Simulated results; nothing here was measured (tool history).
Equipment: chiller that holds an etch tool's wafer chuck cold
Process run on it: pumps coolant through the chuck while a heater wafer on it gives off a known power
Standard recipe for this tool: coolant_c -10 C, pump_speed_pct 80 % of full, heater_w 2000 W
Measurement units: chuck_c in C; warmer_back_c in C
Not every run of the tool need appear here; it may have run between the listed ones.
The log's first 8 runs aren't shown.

run,day,coolant_c,pump_speed_pct,heater_w,hours since the coolant was changed and the channels were flushed,hours since the pump was overhauled,hours since the chiller's thermometer was calibrated,chuck_c,warmer_back_c
9,7.954,-10,80,2000,3529,1653,3269,14.3,6.78
10,8.988,-10,80,2000,3554,1678,3293,14.3,6.81
11,10.1,-10,80,2000,3581,1705,3320,14.3,6.76
12,11.417,-10,80,2000,3612,1737,3352,14.4,6.73
13,12.179,-10,80,1459,3631,1755,3370,7.9,4.81
14,12.971,-10,65,2000,3650,1774,3389,19.1,8.44
# day 13.083: gauge calibrated
15,13.679,-10,65,2000,3666,1791,3406,19.1,8.77
16,15.096,-10,65,2000,3701,1825,3440,19.2,8.75
17,16.083,-6,80,1230,3724,1849,3464,9,4.22
18,17.55,-6,80,1230,3759,1884,3499,9,4.25
19,18.479,-15,86,1114,3782,1906,3521,-2.4,3.45
20,19.542,-15,86,1114,3807,1932,3547,-2.3,3.42
21,20.662,-15,86,1114,3834,1958,3574,-2.3,3.38
22,22.038,-8,72,1584,3867,1991,3607,13.1,6.02
23,22.983,-9,80,2647,3890,2014,3629,23.1,8.99
24,24.546,-6,80,2375,3927,2052,3667,22.9,8.05
25,25.421,-6,80,2375,3948,2073,3688,22.8,8.02
26,26.625,-10,80,2000,3977,2102,3717,14.1,6.68
27,27.612,-12,80,2000,4001,2125,3740,12.2,6.67
28,29.071,-12,80,2000,4036,2160,3775,12.2,6.57
29,29.804,-12,80,2000,4054,2178,3793,12.3,6.57
30,31.4,-12,80,2000,4092,2216,3831,12.5,6.51
31,32.692,-12,80,2000,4123,2247,3862,12.3,6.48
32,33.796,-12,80,2000,4149,2274,3889,12.3,6.43

Each row is a separate what-if for the run after 32, all from the same tool condition, not one after another. Results?
A,35.108,-6,64,1240,4181,2305,3920,?,?
B,35.108,-16,80,1109,4181,2305,3920,?,?
C,35.108,-12,80,1731,4181,2305,3920,?,?

run,chuck_c,warmer_back_c
A,12.3,4.86
B,-2.7,3.24
C,9.1,5.44
Without the tool's hidden state the same runs would have given:
run,chuck_c,warmer_back_c
A,12.2,5.53
B,-2.8,3.91
C,9.1,6.11
